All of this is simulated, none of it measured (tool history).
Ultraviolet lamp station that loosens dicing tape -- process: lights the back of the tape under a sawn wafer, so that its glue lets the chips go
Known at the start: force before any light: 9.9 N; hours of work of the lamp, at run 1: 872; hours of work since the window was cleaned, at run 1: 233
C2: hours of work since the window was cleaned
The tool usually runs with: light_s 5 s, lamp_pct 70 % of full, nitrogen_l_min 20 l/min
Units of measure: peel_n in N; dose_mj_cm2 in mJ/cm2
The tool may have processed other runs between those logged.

run 1 hour=0.0 | light_s=5 lamp_pct=70 nitrogen_l_min=20 | hours_of_work_of_the_lamp=872 C2=233 | peel_n=1.525 dose_mj_cm2=244
-- hour=24.1 window cleaned of glue's vapour
run 2 hour=45.0 | light_s=5 lamp_pct=70 nitrogen_l_min=20 | hours_of_work_of_the_lamp=897 C2=12 | peel_n=1.749 dose_mj_cm2=227
run 3 hour=104.0 | light_s=5 lamp_pct=70 nitrogen_l_min=20 | hours_of_work_of_the_lamp=930 C2=45 | peel_n=1.774 dose_mj_cm2=222
run 4 hour=131.7 | light_s=5 lamp_pct=70 nitrogen_l_min=20 | hours_of_work_of_the_lamp=945 C2=60 | peel_n=1.796 dose_mj_cm2=220
-- hour=150.7 window cleaned of glue's vapour, once more
run 5 hour=191.4 | light_s=5 lamp_pct=70 nitrogen_l_min=20 | hours_of_work_of_the_lamp=978 C2=23 | peel_n=1.488 dose_mj_cm2=255
run 6 hour=235.2 | light_s=5 lamp_pct=70 nitrogen_l_min=20 | hours_of_work_of_the_lamp=1003 C2=47 | peel_n=1.495 dose_mj_cm2=247
run 7 hour=290.9 | light_s=5 lamp_pct=97 nitrogen_l_min=20 | hours_of_work_of_the_lamp=1033 C2=78 | peel_n=0.827 dose_mj_cm2=339
run 8 hour=344.5 | light_s=5 lamp_pct=70 nitrogen_l_min=20 | hours_of_work_of_the_lamp=1063 C2=108 | peel_n=1.597 dose_mj_cm2=235
run 9 hour=401.4 | light_s=5 lamp_pct=70 nitrogen_l_min=20 | hours_of_work_of_the_lamp=1095 C2=140 | peel_n=1.659 dose_mj_cm2=234
run 10 hour=456.5 | light_s=5 lamp_pct=70 nitrogen_l_min=20 | hours_of_work_of_the_lamp=1126 C2=170 | peel_n=1.730 dose_mj_cm2=224
run 11 hour=498.4 | light_s=5 lamp_pct=70 nitrogen_l_min=20 | hours_of_work_of_the_lamp=1149 C2=193 | peel_n=1.805 dose_mj_cm2=227
run 12 hour=522.4 | light_s=5 lamp_pct=70 nitrogen_l_min=20 | hours_of_work_of_the_lamp=1162 C2=207 | peel_n=1.767 dose_mj_cm2=218
run 13 hour=575.4 | light_s=5 lamp_pct=70 nitrogen_l_min=20 | hours_of_work_of_the_lamp=1192 C2=236 | peel_n=1.858 dose_mj_cm2=213
-- hour=595.0 window cleaned of glue's vapour
run 14 hour=616.5 | light_s=5 lamp_pct=98 nitrogen_l_min=20 | hours_of_work_of_the_lamp=1214 C2=12 | peel_n=0.882 dose_mj_cm2=320
run 15 hour=646.4 | light_s=5 lamp_pct=98 nitrogen_l_min=20 | hours_of_work_of_the_lamp=1231 C2=29 | peel_n=0.930 dose_mj_cm2=322
run 16 hour=677.4 | light_s=4 lamp_pct=70 nitrogen_l_min=20 | hours_of_work_of_the_lamp=1248 C2=46 | peel_n=2.414 dose_mj_cm2=180
run 17 hour=719.3 | light_s=4 lamp_pct=70 nitrogen_l_min=20 | hours_of_work_of_the_lamp=1272 C2=69 | peel_n=2.500 dose_mj_cm2=180
run 18 hour=777.9 | light_s=4 lamp_pct=70 nitrogen_l_min=20 | hours_of_work_of_the_lamp=1304 C2=102 | peel_n=2.671 dose_mj_cm2=174
run 19 hour=804.5 | light_s=4 lamp_pct=70 nitrogen_l_min=20 | hours_of_work_of_the_lamp=1319 C2=117 | peel_n=2.668 dose_mj_cm2=168
run 20 hour=863.5 | light_s=4 lamp_pct=70 nitrogen_l_min=20 | hours_of_work_of_the_lamp=1352 C2=149 | peel_n=2.757 dose_mj_cm2=165
run 21 hour=905.8 | light_s=5 lamp_pct=81 nitrogen_l_min=20 | hours_of_work_of_the_lamp=1375 C2=173 | peel_n=1.632 dose_mj_cm2=234
run 22 hour=932.2 | light_s=3 lamp_pct=100 nitrogen_l_min=30 | hours_of_work_of_the_lamp=1390 C2=188 | peel_n=2.018 dose_mj_cm2=169
run 23 hour=978.7 | light_s=4 lamp_pct=97 nitrogen_l_min=30 | hours_of_work_of_the_lamp=1416 C2=214 | peel_n=1.435 dose_mj_cm2=218
-- hour=983.1 lamp changed
run 24 hour=1017.2 | light_s=4 lamp_pct=97 nitrogen_l_min=30 | hours_of_work_of_the_lamp=19 C2=234 | peel_n=0.514 dose_mj_cm2=364
-- hour=1042.0 window cleaned of glue's vapour
run 25 hour=1054.4 | light_s=5 lamp_pct=87 nitrogen_l_min=11 | hours_of_work_of_the_lamp=39 C2=7 | peel_n=0.818 dose_mj_cm2=440
run 26 hour=1086.9 | light_s=5 lamp_pct=87 nitrogen_l_min=11 | hours_of_work_of_the_lamp=58 C2=25 | peel_n=0.838 dose_mj_cm2=431
run 27 hour=1111.9 | light_s=5 lamp_pct=93 nitrogen_l_min=11 | hours_of_work_of_the_lamp=71 C2=39 | peel_n=0.722 dose_mj_cm2=465
run 28 hour=1157.4 | light_s=5 lamp_pct=64 nitrogen_l_min=8 | hours_of_work_of_the_lamp=97 C2=64 | peel_n=2.043 dose_mj_cm2=310
run 29 hour=1190.2 | light_s=7 lamp_pct=70 nitrogen_l_min=20 | hours_of_work_of_the_lamp=115 C2=82 | peel_n=0.412 dose_mj_cm2=473
run 30 hour=1230.2 | light_s=7 lamp_pct=70 nitrogen_l_min=16 | hours_of_work_of_the_lamp=137 C2=105 | peel_n=0.508 dose_mj_cm2=472
run 31 hour=1270.4 | light_s=7 lamp_pct=70 nitrogen_l_min=16 | hours_of_work_of_the_lamp=160 C2=127 | peel_n=0.541 dose_mj_cm2=457
run 32 hour=1315.6 | light_s=5 lamp_pct=75 nitrogen_l_min=18 | hours_of_work_of_the_lamp=185 C2=152 | peel_n=0.851 dose_mj_cm2=342
run 33 hour=1368.1 | light_s=5 lamp_pct=75 nitrogen_l_min=18 | hours_of_work_of_the_lamp=214 C2=181 | peel_n=0.901 dose_mj_cm2=337
run 34 hour=1400.7 | light_s=5 lamp_pct=75 nitrogen_l_min=18 | hours_of_work_of_the_lamp=232 C2=200 | peel_n=0.960 dose_mj_cm2=335
run 35 hour=1451.7 | light_s=5 lamp_pct=75 nitrogen_l_min=7 | hours_of_work_of_the_lamp=260 C2=228 | peel_n=1.920 dose_mj_cm2=329
-- hour=1483.6 window cleaned of glue's vapour
run 36 hour=1496.2 | light_s=9 lamp_pct=94 nitrogen_l_min=6 | hours_of_work_of_the_lamp=285 C2=7 | peel_n=0.432 dose_mj_cm2=794
run 37 hour=1542.7 | light_s=9 lamp_pct=94 nitrogen_l_min=6 | hours_of_work_of_the_lamp=311 C2=33 | peel_n=0.419 dose_mj_cm2=792
run 38 hour=1601.7 | light_s=4 lamp_pct=87 nitrogen_l_min=14 | hours_of_work_of_the_lamp=344 C2=66 | peel_n=1.299 dose_mj_cm2=311
run 39 hour=1635.4 | light_s=4 lamp_pct=68 nitrogen_l_min=20 | hours_of_work_of_the_lamp=362 C2=84 | peel_n=1.528 dose_mj_cm2=243
run 40 hour=1674.8 | light_s=4 lamp_pct=68 nitrogen_l_min=20 | hours_of_work_of_the_lamp=384 C2=106 | peel_n=1.540 dose_mj_cm2=240
run 41 hour=1731.8 | light_s=4 lamp_pct=68 nitrogen_l_min=20 | hours_of_work_of_the_lamp=416 C2=138 | peel_n=1.591 dose_mj_cm2=233
run 42 hour=1780.0 | light_s=3 lamp_pct=81 nitrogen_l_min=20 | hours_of_work_of_the_lamp=443 C2=165 | peel_n=2.044 dose_mj_cm2=206

Here are 5 independent what-if runs from the current tool condition. What would each one return?
run A hour=1824.3 | light_s=3 lamp_pct=72 nitrogen_l_min=20 | hours_of_work_of_the_lamp=468 C2=190 | peel_n=? dose_mj_cm2=?
run B hour=1824.3 | light_s=3 lamp_pct=81 nitrogen_l_min=14 | hours_of_work_of_the_lamp=468 C2=190 | peel_n=? dose_mj_cm2=?
run C hour=1824.3 | light_s=3 lamp_pct=81 nitrogen_l_min=32 | hours_of_work_of_the_lamp=468 C2=190 | peel_n=? dose_mj_cm2=?
run D hour=1824.3 | light_s=6 lamp_pct=70 nitrogen_l_min=34 | hours_of_work_of_the_lamp=468 C2=190 | peel_n=? dose_mj_cm2=?
run E hour=1824.3 | light_s=3 lamp_pct=67 nitrogen_l_min=26 | hours_of_work_of_the_lamp=468 C2=190 | peel_n=? dose_mj_cm2=?

run=A peel_n=2.437 dose_mj_cm2=181
run=B peel_n=2.628 dose_mj_cm2=202
run=C peel_n=1.540 dose_mj_cm2=200
run=D peel_n=0.503 dose_mj_cm2=344
run=E peel_n=2.343 dose_mj_cm2=171
Without the tool's unlogged condition, the same runs would have read:
run=A peel_n=1.787 dose_mj_cm2=223
run=B peel_n=1.948 dose_mj_cm2=249
run=C peel_n=1.046 dose_mj_cm2=248
run=D peel_n=0.334 dose_mj_cm2=426
run=E peel_n=1.706 dose_mj_cm2=210

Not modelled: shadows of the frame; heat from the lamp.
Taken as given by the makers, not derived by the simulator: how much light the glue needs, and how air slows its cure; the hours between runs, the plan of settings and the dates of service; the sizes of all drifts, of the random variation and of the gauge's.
